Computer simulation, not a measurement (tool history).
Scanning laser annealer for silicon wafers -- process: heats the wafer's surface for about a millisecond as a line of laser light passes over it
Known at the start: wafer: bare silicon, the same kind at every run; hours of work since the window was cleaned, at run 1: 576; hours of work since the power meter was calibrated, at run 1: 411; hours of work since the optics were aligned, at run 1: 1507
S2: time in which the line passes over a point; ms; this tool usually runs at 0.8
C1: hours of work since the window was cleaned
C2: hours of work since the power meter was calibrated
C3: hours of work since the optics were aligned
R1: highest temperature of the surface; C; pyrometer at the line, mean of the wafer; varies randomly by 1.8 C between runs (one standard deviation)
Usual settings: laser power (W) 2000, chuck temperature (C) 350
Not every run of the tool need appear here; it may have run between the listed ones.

{"run": 1, "day": 0.0, "laser power (W)": 2000, "S2": 0.8, "chuck temperature (C)": 350, "C1": 576, "C2": 411, "C3": 1507, "R1": 1035}
{"run": 2, "day": 1.004, "laser power (W)": 2000, "S2": 0.8, "chuck temperature (C)": 350, "C1": 586, "C2": 421, "C3": 1516, "R1": 1033}
{"run": 3, "day": 2.088, "laser power (W)": 2000, "S2": 0.8, "chuck temperature (C)": 363, "C1": 596, "C2": 431, "C3": 1527, "R1": 1046}
{"run": 4, "day": 2.983, "laser power (W)": 2000, "S2": 0.8, "chuck temperature (C)": 363, "C1": 605, "C2": 440, "C3": 1535, "R1": 1045}
{"run": 5, "day": 3.575, "laser power (W)": 2000, "S2": 0.8, "chuck temperature (C)": 358, "C1": 611, "C2": 446, "C3": 1541, "R1": 1040}
{"run": 6, "day": 4.346, "laser power (W)": 2000, "S2": 0.8, "chuck temperature (C)": 358, "C1": 618, "C2": 453, "C3": 1549, "R1": 1039}
{"run": 7, "day": 5.3, "laser power (W)": 2000, "S2": 0.737, "chuck temperature (C)": 350, "C1": 627, "C2": 462, "C3": 1558, "R1": 1009}
{"run": 8, "day": 5.858, "laser power (W)": 2000, "S2": 0.737, "chuck temperature (C)": 350, "C1": 633, "C2": 468, "C3": 1563, "R1": 1009}
{"run": 9, "day": 6.908, "laser power (W)": 2000, "S2": 0.8, "chuck temperature (C)": 350, "C1": 643, "C2": 478, "C3": 1573, "R1": 1032}
{"run": 10, "day": 7.879, "laser power (W)": 2000, "S2": 0.8, "chuck temperature (C)": 350, "C1": 652, "C2": 487, "C3": 1583, "R1": 1029}
{"run": 11, "day": 8.65, "laser power (W)": 2000, "S2": 0.8, "chuck temperature (C)": 350, "C1": 660, "C2": 495, "C3": 1590, "R1": 1031}
{"run": 12, "day": 9.367, "laser power (W)": 1962, "S2": 0.8, "chuck temperature (C)": 350, "C1": 667, "C2": 502, "C3": 1597, "R1": 1016}
{"run": 13, "day": 10.171, "laser power (W)": 1962, "S2": 0.8, "chuck temperature (C)": 350, "C1": 674, "C2": 509, "C3": 1605, "R1": 1018}
{"run": 14, "day": 10.721, "laser power (W)": 1962, "S2": 0.8, "chuck temperature (C)": 350, "C1": 680, "C2": 515, "C3": 1610, "R1": 1015}
{"run": 15, "day": 11.304, "laser power (W)": 1962, "S2": 0.8, "chuck temperature (C)": 350, "C1": 685, "C2": 520, "C3": 1616, "R1": 1017}
{"run": 16, "day": 12.321, "laser power (W)": 1962, "S2": 0.8, "chuck temperature (C)": 350, "C1": 695, "C2": 530, "C3": 1626, "R1": 1017}
{"run": 17, "day": 12.838, "laser power (W)": 1962, "S2": 0.8, "chuck temperature (C)": 350, "C1": 700, "C2": 535, "C3": 1631, "R1": 1017}
{"run": 18, "day": 13.638, "laser power (W)": 1962, "S2": 0.8, "chuck temperature (C)": 350, "C1": 708, "C2": 543, "C3": 1638, "R1": 1016}
{"run": 19, "day": 14.217, "laser power (W)": 1962, "S2": 0.8, "chuck temperature (C)": 350, "C1": 714, "C2": 549, "C3": 1644, "R1": 1018}
{"run": 20, "day": 14.738, "laser power (W)": 2000, "S2": 0.8, "chuck temperature (C)": 350, "C1": 719, "C2": 554, "C3": 1649, "R1": 1032}
{"run": 21, "day": 15.817, "laser power (W)": 2000, "S2": 0.8, "chuck temperature (C)": 350, "C1": 729, "C2": 564, "C3": 1660, "R1": 1028}
{"run": 22, "day": 16.896, "laser power (W)": 1861, "S2": 0.968, "chuck temperature (C)": 320, "C1": 740, "C2": 574, "C3": 1670, "R1": 1007}
{"run": 23, "day": 17.646, "laser power (W)": 2047, "S2": 0.968, "chuck temperature (C)": 320, "C1": 747, "C2": 582, "C3": 1677, "R1": 1072}
{"run": 24, "day": 18.425, "laser power (W)": 2047, "S2": 0.703, "chuck temperature (C)": 371, "C1": 754, "C2": 589, "C3": 1685, "R1": 1027}
{"run": 25, "day": 19.275, "laser power (W)": 2040, "S2": 0.651, "chuck temperature (C)": 322, "C1": 763, "C2": 597, "C3": 1693, "R1": 954}
{"run": 26, "day": 20.146, "laser power (W)": 2040, "S2": 0.651, "chuck temperature (C)": 322, "C1": 771, "C2": 606, "C3": 1701, "R1": 954}
{"day": 20.362, "done": "laser's power meter calibrated"}
{"run": 27, "day": 21.183, "laser power (W)": 1956, "S2": 0.955, "chuck temperature (C)": 322, "C1": 780, "C2": 8, "C3": 1710, "R1": 1037}
{"run": 28, "day": 22.225, "laser power (W)": 2080, "S2": 0.71, "chuck temperature (C)": 319, "C1": 790, "C2": 18, "C3": 1720, "R1": 987}
{"run": 29, "day": 23.317, "laser power (W)": 1855, "S2": 0.993, "chuck temperature (C)": 341, "C1": 800, "C2": 29, "C3": 1731, "R1": 1029}
{"run": 30, "day": 24.388, "laser power (W)": 1855, "S2": 0.993, "chuck temperature (C)": 341, "C1": 811, "C2": 39, "C3": 1741, "R1": 1029}
{"run": 31, "day": 25.054, "laser power (W)": 2178, "S2": 0.692, "chuck temperature (C)": 335, "C1": 817, "C2": 45, "C3": 1748, "R1": 1026}
{"day": 25.35, "done": "laser's power meter calibrated, once more"}
{"run": 32, "day": 26.008, "laser power (W)": 2178, "S2": 0.692, "chuck temperature (C)": 335, "C1": 825, "C2": 6, "C3": 1756, "R1": 1022}
{"run": 33, "day": 26.571, "laser power (W)": 2178, "S2": 0.692, "chuck temperature (C)": 335, "C1": 831, "C2": 12, "C3": 1761, "R1": 1020}
{"run": 34, "day": 27.267, "laser power (W)": 2178, "S2": 0.793, "chuck temperature (C)": 354, "C1": 837, "C2": 19, "C3": 1768, "R1": 1082}
{"run": 35, "day": 28.104, "laser power (W)": 2178, "S2": 0.793, "chuck temperature (C)": 354, "C1": 845, "C2": 27, "C3": 1776, "R1": 1081}
{"run": 36, "day": 28.792, "laser power (W)": 1988, "S2": 0.926, "chuck temperature (C)": 372, "C1": 852, "C2": 33, "C3": 1783, "R1": 1085}
{"run": 37, "day": 29.275, "laser power (W)": 2000, "S2": 0.972, "chuck temperature (C)": 350, "C1": 857, "C2": 38, "C3": 1787, "R1": 1076}
{"run": 38, "day": 30.329, "laser power (W)": 2000, "S2": 0.972, "chuck temperature (C)": 350, "C1": 867, "C2": 48, "C3": 1797, "R1": 1076}
{"run": 39, "day": 31.375, "laser power (W)": 2000, "S2": 0.972, "chuck temperature (C)": 350, "C1": 877, "C2": 58, "C3": 1808, "R1": 1080}
{"run": 40, "day": 32.362, "laser power (W)": 2139, "S2": 0.8, "chuck temperature (C)": 336, "C1": 887, "C2": 68, "C3": 1817, "R1": 1051}

For each entry between runs, how does the tool's hidden state at the last listed run before it compare with that at the first listed run after it?
After run 26, before run 27: laser's power meter calibrated (day 20.362)
  light that passes the window, % of a clean one's: 97.01 -> 96.98; laser's true power over the reading, %: 0.43 -> 0.64; width of the line over the set one, %: 4.5 -> 4.52
  difference, measured minus the result without the unlogged condition, R1: -32 -> -35 C
After run 31, before run 32: laser's power meter calibrated, once more (day 25.35)
  light that passes the window, % of a clean one's: 96.84 -> 96.82; laser's true power over the reading, %: 0.65 -> 0; width of the line over the set one, %: 4.61 -> 4.63
  difference, measured minus the result without the unlogged condition, R1: -35 -> -39 C
